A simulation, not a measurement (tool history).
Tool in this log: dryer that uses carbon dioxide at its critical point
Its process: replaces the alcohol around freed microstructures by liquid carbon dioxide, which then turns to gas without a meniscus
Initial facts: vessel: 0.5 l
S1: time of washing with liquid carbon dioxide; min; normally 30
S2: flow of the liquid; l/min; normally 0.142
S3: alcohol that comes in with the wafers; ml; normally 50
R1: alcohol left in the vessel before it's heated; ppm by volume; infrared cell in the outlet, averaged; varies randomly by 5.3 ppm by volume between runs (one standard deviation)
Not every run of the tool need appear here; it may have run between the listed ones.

run	day	S1	S2	S3	R1
1	0	30	0.142	50	241
2	0.55	30	0.142	50	243
3	1.079	43	0.142	50	108
4	1.679	43	0.142	50	103
5	2.388	43	0.142	50	126
6	3.196	43	0.142	50	116
7	4.325	43	0.142	50	122
8	4.958	43	0.142	50	124
# day 5.204: inlet filter changed
9	6.092	30	0.142	50	237
10	6.754	30	0.142	50	239
11	7.675	30	0.142	60	285
12	8.804	30	0.142	60	300
13	9.825	30	0.142	60	307
14	10.608	30	0.142	60	313
15	11.846	30	0.142	48	289
16	12.554	30	0.142	50	301
17	13.388	30	0.131	50	447
18	13.967	30	0.131	50	455
# day 14.4: inlet filter changed
19	15.254	30	0.131	50	339
20	16.375	30	0.131	50	345
21	16.904	20	0.131	50	1885
22	18.112	20	0.131	50	1953
23	19.029	20	0.131	50	2037
24	19.617	20	0.131	50	2088
25	20.529	30	0.131	64	500
26	21.096	30	0.131	64	501
27	21.675	25	0.142	90	1033
28	22.221	26	0.142	90	915
29	22.996	41	0.174	22	154
# day 23.525: inlet filter changed
30	23.642	43	0.174	22	150
31	24.454	20	0.174	22	337
32	25.471	19	0.154	25	704
33	26.071	19	0.087	25	4264
34	26.833	44	0.125	90	202
35	27.358	44	0.125	90	205
36	28.242	44	0.125	90	203
37	29.208	44	0.125	90	223
38	29.992	44	0.125	90	222
39	30.608	39	0.088	25	507
40	31.383	30	0.097	33	1119
41	32.5	30	0.097	33	1171
# day 32.721: inlet filter changed
42	33.521	30	0.097	33	865
43	34.358	30	0.097	33	905
44	35.458	30	0.097	33	933
45	36.133	33	0.092	21	615
46	37.175	33	0.092	21	609
47	37.971	37	0.142	24	202
48	38.529	21	0.167	65	809

Here are 3 independent what-if runs from the current tool condition. What would each one return?
A	39.517	19	0.139	33	?
B	39.517	21	0.117	65	?
C	39.517	31	0.154	91	?

run	R1
A	1507
B	3670
C	330
What these runs would have given with no unlogged condition in the tool:
run	R1
A	1028
B	2766
C	91
